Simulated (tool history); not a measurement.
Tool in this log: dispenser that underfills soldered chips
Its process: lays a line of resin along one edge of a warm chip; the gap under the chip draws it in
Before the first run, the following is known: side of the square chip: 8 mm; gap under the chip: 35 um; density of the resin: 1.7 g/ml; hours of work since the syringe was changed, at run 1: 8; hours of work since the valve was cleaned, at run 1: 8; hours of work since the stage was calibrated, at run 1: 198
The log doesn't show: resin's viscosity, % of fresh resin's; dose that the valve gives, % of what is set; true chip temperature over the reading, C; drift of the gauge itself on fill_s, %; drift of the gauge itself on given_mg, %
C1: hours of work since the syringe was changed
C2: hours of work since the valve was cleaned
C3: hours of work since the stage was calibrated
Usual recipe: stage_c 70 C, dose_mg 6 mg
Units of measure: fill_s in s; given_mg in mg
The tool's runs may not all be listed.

Run 1, day 0: usual settings; C1 8; C2 8; C3 198. Result: fill_s 212.3 s, given_mg 6.03 mg.
At day 0.221: new syringe of resin.
Run 2, day 0.517: usual settings; C1 5; C2 17; C3 207. Result: fill_s 177.9 s, given_mg 5.93 mg.
At day 0.942: new syringe of resin.
Run 3, day 1.017: usual settings; C1 1; C2 25; C3 216. Result: fill_s 151.2 s, given_mg 5.88 mg.
Run 4, day 1.267: usual settings; C1 6; C2 30; C3 220. Result: fill_s 188.5 s, given_mg 5.87 mg.
Run 5, day 1.525: usual settings; C1 10; C2 34; C3 224. Result: fill_s 234.9 s, given_mg 5.85 mg.
At day 1.633: new syringe of resin.
Run 6, day 2.025: usual settings; C1 7; C2 43; C3 233. Result: fill_s 191.1 s, given_mg 5.8 mg.
At day 2.229: dispensing valve cleaned and set on the balance.
Run 7, day 2.3: usual settings but stage_c 58 C, dose_mg 7.58 mg; C1 11; C2 1; C3 237. Result: fill_s 402.2 s, given_mg 7.53 mg.
At day 2.388: new syringe of resin.
Run 8, day 2.533: usual settings but stage_c 57 C, dose_mg 7.74 mg; C1 3; C2 5; C3 241. Result: fill_s 281.2 s, given_mg 7.74 mg.
Run 9, day 2.829: usual settings but stage_c 84 C, dose_mg 7.78 mg; C1 8; C2 10; C3 246. Result: fill_s 112 s, given_mg 7.74 mg.
At day 3.083: new syringe of resin.
Run 10, day 3.308: usual settings but stage_c 84 C, dose_mg 7.78 mg; C1 4; C2 18; C3 254. Result: fill_s 92.4 s, given_mg 7.71 mg.

4 options for the next run, each taken on its own from the tool as it stands now. Forecast them:
Run A, day 3.6: usual settings but stage_c 55 C, dose_mg 7.5 mg; C1 9; C2 23; C3 259. Result: fill_s ?, given_mg ?.
Run B, day 3.6: usual settings but dose_mg 5.95 mg; C1 9; C2 23; C3 259. Result: fill_s ?, given_mg ?.
Run C, day 3.6: usual settings but stage_c 56 C, dose_mg 5.19 mg; C1 9; C2 23; C3 259. Result: fill_s ?, given_mg ?.
Run D, day 3.6: usual settings but stage_c 81 C, dose_mg 5.99 mg; C1 9; C2 23; C3 259. Result: fill_s ?, given_mg ?.

run  fill_s  given_mg
  A   433.4       7.3
  B   219.9      5.83
  C   432.1      5.07
  D   135.6      5.82
The same runs, with their run-to-run variation unchanged, on a tool lacking any hidden condition would have given:
run  fill_s  given_mg
  A   289.5      7.45
  B   145.8      5.96
  C   287.3      5.18
  D    89.7      5.95

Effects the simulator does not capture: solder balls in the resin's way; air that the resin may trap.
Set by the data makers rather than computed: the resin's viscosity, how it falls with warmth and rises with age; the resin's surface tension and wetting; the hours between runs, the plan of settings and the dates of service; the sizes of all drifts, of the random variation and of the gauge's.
